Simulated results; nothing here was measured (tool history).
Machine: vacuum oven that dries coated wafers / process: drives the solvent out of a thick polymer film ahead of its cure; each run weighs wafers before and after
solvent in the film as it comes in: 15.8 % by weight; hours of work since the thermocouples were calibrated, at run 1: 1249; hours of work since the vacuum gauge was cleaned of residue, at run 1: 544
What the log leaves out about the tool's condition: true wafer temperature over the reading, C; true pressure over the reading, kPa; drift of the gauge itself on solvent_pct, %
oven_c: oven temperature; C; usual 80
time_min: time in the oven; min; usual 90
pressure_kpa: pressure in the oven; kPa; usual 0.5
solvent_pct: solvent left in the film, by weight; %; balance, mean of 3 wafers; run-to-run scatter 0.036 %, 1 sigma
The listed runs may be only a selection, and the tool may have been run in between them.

run    hour  oven_c  time_min  pressure_kpa  hours of work since the thermocouples were calibrated  hours of work since the vacuum gauge was cleaned of residue  solvent_pct
  1       0      80        90           0.5                                                   1249                                                          544         1.04
  2    67.8      80        90         0.913                                                   1288                                                          583         1.27
  3   172.9      80        90         1.739                                                   1348                                                          644         1.66
      209.1  -- oven's thermocouples calibrated
  4   267.2      80        90         1.739                                                     34                                                          697         1.84
  5   346.4      80        90         1.512                                                     79                                                          743         1.72
  6     411      80        90         1.512                                                    116                                                          780         1.78
  7   537.3      80       162           0.5                                                    189                                                          853         0.56
  8   647.9      80       162           0.5                                                    253                                                          916          0.5
      697.7  -- oven's thermocouples calibrated, once more
  9     741      80       162           0.5                                                     25                                                          969          0.5
 10   837.2      80       162           0.5                                                     80                                                         1025         0.48
 11   892.4      80       162           0.5                                                    112                                                         1056         0.54
 12   989.6      80        99           0.5                                                    168                                                         1112         0.88
 13  1044.3      80        99           0.5                                                    200                                                         1144          0.9
 14  1160.9      80        99           0.5                                                    267                                                         1211         0.89
 15  1222.8      80        99           0.5                                                    303                                                         1247         0.95
 16  1289.4      80        99         1.524                                                    341                                                         1285         1.46
 17  1408.6      80        90           0.5                                                    410                                                         1354         1.05
 18  1499.4      80       101           0.5                                                    462                                                         1407         0.93
 19    1629      67       101           0.5                                                    537                                                         1481         3.58
 20  1721.7      67       101           0.5                                                    591                                                         1535         3.62
 21  1804.7      91        48         0.597                                                    639                                                         1583         0.99
 22  1924.3      85        68           0.5                                                    708                                                         1652         1.05
 23  2055.2      78        49           0.5                                                    783                                                         1727         3.53
     2064.2  -- vacuum gauge cleaned of residue and calibrated
 24  2147.8      78        49           0.5                                                    836                                                           48          3.3
 25  2237.7      78        49           0.5                                                    888                                                          100         3.27
 26  2338.6      72        76         0.332                                                    946                                                          158         2.99
 27  2452.7      90       120         0.616                                                   1012                                                          224         0.24
 28  2574.3      80        92         0.883                                                   1082                                                          294         1.16
 29  2681.5      72       152         1.232                                                   1144                                                          356         1.67
 30  2751.6      70       126         1.507                                                   1184                                                          397          2.7
 31  2837.4      86        59         1.771                                                   1233                                                          446          1.6
 32  2893.6      89        48         0.978                                                   1266                                                          478         1.28
 33  2948.1      89        48         0.978                                                   1297                                                          510         1.33
 34  3022.8      89        48         0.978                                                   1340                                                          553         1.32
     3073.8  -- oven's thermocouples calibrated
 35    3127      80        59         0.898                                                     31                                                          612         2.11
 36    3223      80        62         0.808                                                     86                                                          667         1.94
 37  3337.4      80        51         1.546                                                    152                                                          733         2.98
 38  3437.9      80        51         1.546                                                    210                                                          791         2.97

Selected run-to-run steps in solvent_pct, each split into two signed amounts: the part the tool would show with no hidden state at all (from settings, incoming material and random variation), and the remainder, which goes to the hidden state together with any gauge scatter not common to the measured and the hidden-state-free results:
Run 18 -> 19: oven_c 80 -> 67. solvent_pct +2.65 %: hidden state +0.24, all else +2.41.
Run 20 -> 21: oven_c 67 -> 91, time_min 101 -> 48, pressure_kpa 0.5 -> 0.597. solvent_pct -2.63 %: hidden state -0.31, all else -2.32.
Run 23 -> 24: vacuum gauge cleaned of residue and calibrated. solvent_pct -0.23 %: hidden state -0.25, all else +0.02.
Run 26 -> 27: oven_c 72 -> 90, time_min 76 -> 120, pressure_kpa 0.332 -> 0.616. solvent_pct -2.75 %: hidden state -0.22, all else -2.53.

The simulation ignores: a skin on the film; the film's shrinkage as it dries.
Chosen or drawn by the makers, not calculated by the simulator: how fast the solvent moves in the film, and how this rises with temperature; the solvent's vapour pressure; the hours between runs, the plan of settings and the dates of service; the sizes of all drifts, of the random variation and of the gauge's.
